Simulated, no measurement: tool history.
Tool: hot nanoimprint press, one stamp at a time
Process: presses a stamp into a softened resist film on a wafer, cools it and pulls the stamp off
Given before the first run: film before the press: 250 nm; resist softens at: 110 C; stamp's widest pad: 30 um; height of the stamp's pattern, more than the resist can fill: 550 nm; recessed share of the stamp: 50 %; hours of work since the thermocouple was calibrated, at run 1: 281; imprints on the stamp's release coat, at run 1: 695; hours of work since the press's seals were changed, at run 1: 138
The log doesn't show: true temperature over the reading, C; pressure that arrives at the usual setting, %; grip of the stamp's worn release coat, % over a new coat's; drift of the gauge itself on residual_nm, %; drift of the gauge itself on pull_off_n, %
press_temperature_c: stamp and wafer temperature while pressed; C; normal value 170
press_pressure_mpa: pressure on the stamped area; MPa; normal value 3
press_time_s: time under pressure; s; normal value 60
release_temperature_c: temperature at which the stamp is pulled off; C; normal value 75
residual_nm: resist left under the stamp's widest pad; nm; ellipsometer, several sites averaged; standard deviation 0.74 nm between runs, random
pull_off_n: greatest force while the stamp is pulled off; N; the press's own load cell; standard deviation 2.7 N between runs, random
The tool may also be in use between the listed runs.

run	hour	press_temperature_c	press_pressure_mpa	press_time_s	release_temperature_c	hours of work since the thermocouple was calibrated	imprints on the stamp's release coat	hours of work since the press's seals were changed	residual_nm	pull_off_n
1	0	170	3	60	75	281	695	138	98	174
2	11.6	170	3	54	75	286	722	143	100.9	181
3	28.3	170	3	54	75	293	759	150	102.5	181
4	40	170	3	60	75	298	786	155	98.1	183
5	52.5	170	3	60	75	303	815	160	97.2	181
6	70.6	170	3	60	75	310	856	168	98.4	183
7	84.3	170	3	60	75	316	887	173	98.6	179
8	95.2	170	3	60	75	321	912	178	96.5	185
9	111.4	161	3	60	75	327	949	185	163.9	185
10	127.1	170	3	60	75	334	984	191	98.1	188
11	137.7	170	3	60	75	338	1009	195	100.3	185
12	148.8	170	3	60	75	343	1034	200	100	189
13	159	170	3	60	75	347	1057	204	97.7	192
# hour 163: plate thermocouple calibrated
14	171.3	170	3	60	75	3	1078	208	104.7	193
15	179.3	170	3	60	75	7	1096	212	103.6	191
16	187.9	170	3	60	75	10	1116	215	104.6	187
17	200.1	170	3.55	60	73	15	1144	220	96.5	191
# hour 210: plate thermocouple calibrated, once more
18	219	170	2.68	35	73	4	1180	227	119.2	196
19	228	179	3	60	75	7	1200	231	50.7	189
20	238.1	169	3	96	65	12	1224	235	80.8	210
21	249.2	169	3	96	65	16	1249	239	79.2	210
22	264.2	179	1.85	94	78	23	1283	246	54.4	187
# hour 271.7: stamp cleaned and given a new release coat
23	281.2	162	1.85	44	78	27	22	250	187.2	154
24	296.8	162	2.32	44	78	34	58	257	178.5	152
25	314.4	170	3	34	62	41	98	264	115	182
26	324.9	170	3.83	33	62	45	122	268	105.2	182
27	335.9	170	3.64	41	77	50	147	273	99.8	159
28	348.1	169	3.64	41	77	55	174	278	105.7	157
29	360.2	169	3.64	41	77	60	202	283	105.5	162

Predict each of these 3 candidate next runs independently; none follows another, all start after run 29:
A	375.6	170	2.28	60	75	66	237	289	?	?
B	375.6	174	1.83	50	75	66	237	289	?	?
C	375.6	179	3.64	41	76	66	237	289	?	?

run	residual_nm	pull_off_n
A	105.4	167
B	97.9	169
C	57	165
Without the tool's unlogged condition, the same runs would have read:
run	residual_nm	pull_off_n
A	103.1	161
B	95.9	163
C	55.4	159

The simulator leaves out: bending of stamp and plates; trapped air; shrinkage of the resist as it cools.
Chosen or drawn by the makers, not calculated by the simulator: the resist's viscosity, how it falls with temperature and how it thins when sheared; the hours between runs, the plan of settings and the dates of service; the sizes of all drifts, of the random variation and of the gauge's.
